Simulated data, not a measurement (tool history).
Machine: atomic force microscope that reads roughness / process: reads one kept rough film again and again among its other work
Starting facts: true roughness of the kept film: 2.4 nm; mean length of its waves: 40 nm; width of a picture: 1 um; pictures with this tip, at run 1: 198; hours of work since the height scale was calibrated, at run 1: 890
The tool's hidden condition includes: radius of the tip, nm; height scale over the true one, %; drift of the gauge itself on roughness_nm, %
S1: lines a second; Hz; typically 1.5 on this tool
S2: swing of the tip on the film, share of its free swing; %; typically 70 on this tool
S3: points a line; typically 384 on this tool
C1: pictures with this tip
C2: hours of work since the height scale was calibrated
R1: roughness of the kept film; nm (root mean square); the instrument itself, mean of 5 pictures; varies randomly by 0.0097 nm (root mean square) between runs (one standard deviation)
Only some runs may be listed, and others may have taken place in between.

run    hour    S1  S2   S3   C1    C2     R1
  1       0   1.5  70  384  198   890  1.922
       20.6  -- new tip fitted
  2    36.7   1.5  70  384   15   907  2.206
  3    61.5   1.5  70  384   39   919  2.153
  4      97   1.5  70  384   72   937  2.116
  5   134.2   1.5  70  384  107   955  2.065
  6   160.5   1.5  70  384  131   968  2.055
  7   189.8   1.5  70  384  159   982  1.979
  8     219   1.5  63  384  186   996  1.989
      252.6  -- new tip fitted
  9   255.5   1.5  63  384    3  1014   2.25
 10   278.2   1.5  70  384   24  1025   2.19
 11   320.4   1.5  75  384   64  1046  2.102
 12   344.9   1.5  75  384   87  1057  2.076
 13   373.9  1.71  75  384  114  1072  2.019
 14   419.9   1.5  67  384  157  1094  2.006
 15   452.7   1.5  67  384  188  1110  1.967
      483.5  -- new tip fitted
 16   483.5   1.5  67  384    0  1125  2.235
 17   519.3   1.5  67  384   33  1142  2.188
 18     551   1.5  67  384   63  1158  2.147
 19   575.7   1.5  67  384   86  1170    2.1
 20   609.4   1.5  67  384  118  1186  2.049
 21   633.5   1.5  70  384  140  1198  2.011
 22   661.2   1.5  70  384  166  1211  2.005
 23   700.1  0.63  70  384  203  1230  1.991
      718.6  -- new tip fitted
 24   728.5  0.63  70  384    9  1244  2.265
 25   766.6  0.63  70  384   45  1263  2.204
 26     808  0.63  70  384   84  1283  2.139
 27   850.9  0.83  70  384  124  1304   2.09
 28   886.8  0.83  70  601  158  1321  2.027
 29   909.1  0.83  70  601  179  1332  2.018
 30   932.3  0.83  70  601  200  1344  1.996
      950.9  -- new tip fitted
 31   960.7   1.5  75  468    9  1357    2.2
 32   991.6  1.21  75  554   38  1372  2.169
 33  1027.3  1.34  75  310   72  1390  2.108
 34  1052.3  3.21  57  384   95  1402  2.085
 35  1077.2  3.21  57  384  119  1414  2.061
 36  1106.2  2.03  57  371  146  1428  2.043
 37  1150.9  1.45  68  525  188  1450  1.962
     1181.8  -- new tip fitted
 38  1181.8  1.56  70  384    0  1465  2.205
 39  1217.9  1.77  70  325   33  1482  2.162
 40  1256.1  1.57  70  275   69  1501  2.123
 41  1282.1   1.5  71  273   94  1514   2.08
 42  1318.7   1.5  71  273  128  1532  2.041
 43  1343.3  2.28  71  384  151  1544  1.972
 44  1367.6  2.51  87  511  174  1555  1.804
     1414.9  -- new tip fitted
 45  1414.9   1.5  69  384    0  1578  2.224
 46  1435.6  1.66  62  862   19  1588   2.25
 47  1475.9  0.88  70  383   57  1608  2.171
 48  1505.1   1.5  57  367   84  1622  2.162
 49  1544.4  1.24  80  298  121  1641  2.018
 50  1584.5  1.24  80  298  159  1661  1.987
 51  1605.8  1.59  65  256  179  1671  1.992
 52  1642.7   1.5  78  401  214  1689  1.901

Results per run with the tool's hidden condition removed, run-to-run variation unchanged:
run     R1
  1  2.199
  2  2.223
  3  2.208
  4  2.216
  5  2.219
  6  2.245
  7  2.201
  8  2.249
  9  2.245
 10  2.219
 11  2.189
 12  2.195
 13  2.173
 14  2.218
 15  2.219
 16  2.222
 17  2.231
 18  2.234
 19  2.217
 20  2.206
 21  2.194
 22  2.224
 23  2.265
 24  2.264
 25   2.26
 26  2.258
 27  2.263
 28  2.243
 29  2.263
 30  2.267
 31  2.205
 32  2.215
 33  2.204
 34  2.218
 35  2.227
 36  2.247
 37  2.216
 38  2.197
 39  2.201
 40  2.212
 41  2.202
 42  2.205
 43  2.164
 44   2.01
 45  2.206
 46  2.268
 47  2.251
 48  2.283
 49  2.178
 50  2.195
 51  2.225
 52   2.17
